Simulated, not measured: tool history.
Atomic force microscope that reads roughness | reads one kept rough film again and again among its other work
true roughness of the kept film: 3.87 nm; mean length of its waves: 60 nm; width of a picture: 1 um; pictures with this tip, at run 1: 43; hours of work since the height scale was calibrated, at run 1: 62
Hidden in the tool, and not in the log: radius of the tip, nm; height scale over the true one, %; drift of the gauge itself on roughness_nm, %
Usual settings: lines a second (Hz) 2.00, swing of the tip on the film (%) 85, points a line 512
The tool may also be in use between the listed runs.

run,hour,lines a second (Hz),swing of the tip on the film (%),points a line,pictures with this tip,hours of work since the height scale was calibrated,roughness of the kept film (nm (root mean square))
1,0.0,2.00,85,512,43,62,3.030
# hour 44.0: new tip fitted
2,82.0,2.62,85,512,69,105,2.846
# hour 110.9: new tip fitted
3,155.3,2.00,85,510,81,144,2.951
# hour 180.3: new tip fitted
4,200.5,2.00,85,510,37,168,3.031
# hour 252.7: new tip fitted
5,254.9,2.00,85,510,4,196,3.095
# hour 324.4: new tip fitted
6,335.2,2.00,85,510,20,238,3.071
# hour 391.8: new tip fitted
7,392.6,2.00,85,510,1,268,3.087
8,432.5,2.00,71,512,74,289,3.256
# hour 459.2: new tip fitted
9,509.7,2.00,59,512,92,330,3.402
# hour 527.9: new tip fitted
10,571.2,2.00,59,512,79,362,3.404
# hour 596.2: new tip fitted
11,647.2,2.00,59,512,92,402,3.397
# hour 668.5: new tip fitted
12,688.7,2.00,59,512,37,424,3.479
# hour 740.0: new tip fitted
13,768.7,2.00,85,512,52,466,3.018
# hour 810.2: new tip fitted
14,843.0,2.00,85,512,59,505,2.990
# hour 881.6: new tip fitted
15,893.5,2.00,85,512,22,532,3.059
# hour 949.4: new tip fitted
16,970.0,2.00,85,512,37,572,3.050
# hour 1017.3: new tip fitted
17,1031.6,2.00,85,512,26,604,3.064
18,1082.8,2.00,85,512,119,631,2.886
# hour 1086.9: new tip fitted
# hour 1156.0: new tip fitted
19,1160.0,2.00,85,512,7,672,3.121
20,1210.8,2.00,85,512,99,698,2.935
# hour 1226.3: new tip fitted
21,1282.2,2.00,85,512,102,736,2.936
# hour 1294.4: new tip fitted
22,1359.3,2.96,72,958,118,776,3.035

The next listed run, before its measurement:
# hour 1365.8: new tip fitted
23,1417.4,1.06,56,693,94,807,?

{"run 23": {"roughness of the kept film (nm (root mean square))": 3.465}}
Without the tool's hidden state the same run would have given roughness of the kept film (nm (root mean square)) 3.679.
